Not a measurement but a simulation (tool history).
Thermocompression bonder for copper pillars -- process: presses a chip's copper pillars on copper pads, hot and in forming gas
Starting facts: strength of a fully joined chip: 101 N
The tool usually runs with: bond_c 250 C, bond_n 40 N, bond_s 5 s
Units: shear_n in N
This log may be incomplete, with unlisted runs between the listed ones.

Run 1, hour 0.0: usual settings. Result: shear_n 36.9 N.
Run 2, hour 25.1: usual settings but bond_s 3 s. Result: shear_n 30.2 N.
Run 3, hour 41.1: usual settings. Result: shear_n 37.0 N.
Run 4, hour 71.6: usual settings but bond_n 38 N. Result: shear_n 35.0 N.
Run 5, hour 94.5: usual settings but bond_n 38 N, bond_s 7 s. Result: shear_n 39.7 N.
Run 6, hour 108.8: usual settings but bond_n 38 N, bond_s 7 s. Result: shear_n 40.0 N.
Run 7, hour 135.1: usual settings but bond_n 38 N, bond_s 7 s. Result: shear_n 39.9 N.
Run 8, hour 153.8: usual settings but bond_n 38 N, bond_s 7 s. Result: shear_n 39.9 N.
Run 9, hour 176.3: usual settings but bond_n 38 N, bond_s 7 s. Result: shear_n 39.9 N.
Run 10, hour 203.6: usual settings but bond_n 38 N, bond_s 7 s. Result: shear_n 39.9 N.
Run 11, hour 221.0: usual settings but bond_n 38 N, bond_s 7 s. Result: shear_n 39.3 N.
Run 12, hour 236.7: usual settings. Result: shear_n 37.1 N.
Run 13, hour 256.7: usual settings. Result: shear_n 37.1 N.
Run 14, hour 284.8: usual settings. Result: shear_n 37.6 N.
Run 15, hour 305.0: usual settings. Result: shear_n 37.0 N.
Run 16, hour 321.1: usual settings. Result: shear_n 37.1 N.
Run 17, hour 350.8: usual settings. Result: shear_n 36.9 N.
Run 18, hour 373.3: usual settings but bond_s 6 s. Result: shear_n 39.7 N.
At hour 379.5: forming gas filter changed.
Run 19, hour 397.9: usual settings but bond_s 6 s. Result: shear_n 39.4 N.
Run 20, hour 428.2: usual settings but bond_s 6 s. Result: shear_n 40.1 N.
Run 21, hour 454.7: usual settings but bond_c 260 C, bond_n 24 N, bond_s 4 s. Result: shear_n 20.8 N.
Run 22, hour 467.4: usual settings but bond_c 243 C, bond_n 37 N, bond_s 6 s. Result: shear_n 32.9 N.
Run 23, hour 497.2: usual settings but bond_c 232 C, bond_n 28 N, bond_s 9 s. Result: shear_n 24.0 N.
Run 24, hour 526.6: usual settings but bond_c 244 C, bond_s 4 s. Result: shear_n 31.2 N.
Run 25, hour 546.9: usual settings but bond_c 224 C, bond_n 30 N, bond_s 7 s. Result: shear_n 20.9 N.
Run 26, hour 563.6: usual settings but bond_n 32 N, bond_s 4 s. Result: shear_n 26.2 N.
Run 27, hour 578.0: usual settings but bond_n 32 N, bond_s 4 s. Result: shear_n 25.9 N.
Run 28, hour 605.1: usual settings but bond_c 260 C, bond_n 37 N. Result: shear_n 38.3 N.
Run 29, hour 620.4: usual settings but bond_c 260 C, bond_n 37 N. Result: shear_n 38.7 N.
Run 30, hour 643.4: usual settings but bond_s 9 s. Result: shear_n 46.4 N.
Run 31, hour 663.1: usual settings but bond_c 279 C, bond_s 10 s. Result: shear_n 64.2 N.
Run 32, hour 682.4: usual settings but bond_n 56 N, bond_s 11 s. Result: shear_n 66.8 N.
Run 33, hour 713.3: usual settings but bond_c 233 C, bond_s 7 s. Result: shear_n 33.7 N.
Run 34, hour 735.0: usual settings but bond_c 253 C, bond_n 43 N, bond_s 7 s. Result: shear_n 47.3 N.
Run 35, hour 762.8: usual settings but bond_c 253 C, bond_n 43 N, bond_s 7 s. Result: shear_n 47.1 N.
Run 36, hour 782.0: usual settings but bond_c 253 C, bond_n 43 N, bond_s 12 s. Result: shear_n 56.9 N.
Run 37, hour 800.6: usual settings but bond_c 253 C, bond_n 43 N, bond_s 12 s. Result: shear_n 56.3 N.
Run 38, hour 820.5: usual settings but bond_c 267 C, bond_n 46 N, bond_s 10 s. Result: shear_n 64.5 N.
Run 39, hour 850.3: usual settings but bond_n 24 N. Result: shear_n 19.9 N.

What if the next run were any one of these 5? Each begins from the tool's condition after run 39:
Run A, hour 881.1: usual settings but bond_c 264 C, bond_n 24 N, bond_s 8 s. Result: shear_n ?.
Run B, hour 881.1: usual settings but bond_n 27 N, bond_s 9 s. Result: shear_n ?.
Run C, hour 881.1: usual settings but bond_c 254 C, bond_n 24 N. Result: shear_n ?.
Run D, hour 881.1: usual settings but bond_c 237 C, bond_s 4 s. Result: shear_n ?.
Run E, hour 881.1: usual settings but bond_c 265 C, bond_n 53 N. Result: shear_n ?.

run  shear_n
  A     29.5
  B     29.7
  C     20.9
  D     28.7
  E     58.9
What these runs would have given with no unlogged condition in the tool:
run  shear_n
  A     29.5
  B     29.6
  C     20.9
  D     28.6
  E     58.9
